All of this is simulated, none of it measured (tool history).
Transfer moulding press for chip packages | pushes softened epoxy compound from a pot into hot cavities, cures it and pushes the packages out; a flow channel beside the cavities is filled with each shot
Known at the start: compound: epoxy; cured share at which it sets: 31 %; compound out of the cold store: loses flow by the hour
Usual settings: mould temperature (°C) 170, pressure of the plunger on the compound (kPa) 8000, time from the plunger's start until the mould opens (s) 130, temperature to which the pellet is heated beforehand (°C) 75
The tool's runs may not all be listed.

run     day  mould temperature (°C)  pressure of the plunger on the compound (kPa)  time from the plunger's start until the mould opens (s)  temperature to which the pellet is heated beforehand (°C)  incoming compound's hours out of the cold store  length that the compound runs in the flow channel (mm)  greatest force on the pins that push the packages out (N)
  1       0                     170                                           8000                                                      130                                                         75                                             45.1                                                     557                                                        716
  2   1.746                     170                                           8000                                                      130                                                         75                                             11.8                                                     677                                                        787
      2.138  -- cavities cleaned with cleaning compound and waxed
  3   4.696                     170                                           8000                                                      130                                                         68                                             41.1                                                     559                                                        596
  4   8.058                     170                                           8830                                                      130                                                         75                                               20                                                     671                                                        762
      9.542  -- cavities cleaned with cleaning compound and waxed
  5  11.846                     170                                           8000                                                      130                                                         75                                             31.4                                                     589                                                        584
  6  14.083                     170                                           8000                                                      130                                                         75                                             12.9                                                     661                                                        722
     16.946  -- cavities cleaned with cleaning compound and waxed
  7  16.946                     170                                           8000                                                      163                                                         75                                             16.8                                                     640                                                        404
  8  19.275                     170                                           8000                                                      130                                                         72                                             10.9                                                     658                                                        612
     20.021  -- plunger's sealing rings changed
  9  21.504                     170                                           8000                                                      130                                                         72                                             16.4                                                     693                                                        697
 10  23.142                     170                                           8000                                                      130                                                         75                                             40.3                                                     601                                                        744
     23.567  -- mould's thermocouples calibrated
     24.421  -- cavities cleaned with cleaning compound and waxed
 11  25.258                     164                                           8000                                                      130                                                         75                                             32.6                                                     650                                                        617
 12  28.525                     164                                           8000                                                      130                                                         75                                             46.1                                                     598                                                        795
 13  30.542                     164                                           8000                                                      130                                                         75                                             15.3                                                     713                                                        992
     31.979  -- cavities cleaned with cleaning compound and waxed
 14  33.679                     164                                           8000                                                      130                                                         75                                             29.6                                                     646                                                        710
 15  37.512                     171                                           8000                                                      130                                                         75                                               12                                                     679                                                        694
     39.304  -- cavities cleaned with cleaning compound and waxed
 16  39.521                     171                                           8000                                                      130                                                         75                                             14.8                                                     669                                                        428
 17  42.358                     171                                           8000                                                      110                                                         68                                             28.9                                                     618                                                        672
     44.367  -- mould's thermocouples calibrated, once more
 18    44.5                     171                                           8000                                                      110                                                         68                                               14                                                     667                                                        874
 19  46.225                     163                                           8000                                                      150                                                         65                                             31.8                                                     628                                                        894
     46.754  -- cavities cleaned with cleaning compound and waxed
 20  48.058                     176                                           6240                                                      135                                                         83                                             15.6                                                     561                                                        478
 21  50.733                     176                                           6240                                                      135                                                         83                                             46.9                                                     469                                                        603
 22  52.538                     170                                           9130                                                      134                                                         75                                             41.2                                                     604                                                        715
     54.146  -- cavities cleaned with cleaning compound and waxed
 23  54.533                     170                                           9130                                                      134                                                         75                                             19.5                                                     681                                                        452
 24  56.433                     167                                           9090                                                      140                                                         79                                             13.1                                                     718                                                        611
 25  58.933                     167                                           9090                                                      140                                                         79                                             18.6                                                     692                                                        718
     61.629  -- cavities cleaned with cleaning compound and waxed
 26  62.771                     167                                           9090                                                      140                                                         79                                              8.7                                                     728                                                        571
 27  64.942                     167                                           9090                                                      140                                                         79                                             17.4                                                     678                                                        713
     67.008  -- plunger's sealing rings changed
 28  68.788                     174                                           9550                                                      121                                                         84                                             25.1                                                     695                                                        688

Forecast each of these 3 alternatives for the next run:
     69.104  -- cavities cleaned with cleaning compound and waxed
  A  71.654                     174                                           9550                                                      121                                                         67                                             19.7                                                       ?                                                          ?
     69.104  -- cavities cleaned with cleaning compound and waxed
  B  71.654                     169                                           8000                                                      160                                                         69                                             22.8                                                       ?                                                          ?
     69.104  -- cavities cleaned with cleaning compound and waxed
  C  71.654                     172                                           8000                                                      114                                                         82                                               33                                                       ?                                                          ?

run  length that the compound runs in the flow channel (mm)  greatest force on the pins that push the packages out (N)
  A                                                     715                                                        561
  B                                                     663                                                        575
  C                                                     611                                                        617
Without the tool's hidden state the same runs would have given:
run  length that the compound runs in the flow channel (mm)  greatest force on the pins that push the packages out (N)
  A                                                     727                                                        407
  B                                                     674                                                        415
  C                                                     622                                                        451

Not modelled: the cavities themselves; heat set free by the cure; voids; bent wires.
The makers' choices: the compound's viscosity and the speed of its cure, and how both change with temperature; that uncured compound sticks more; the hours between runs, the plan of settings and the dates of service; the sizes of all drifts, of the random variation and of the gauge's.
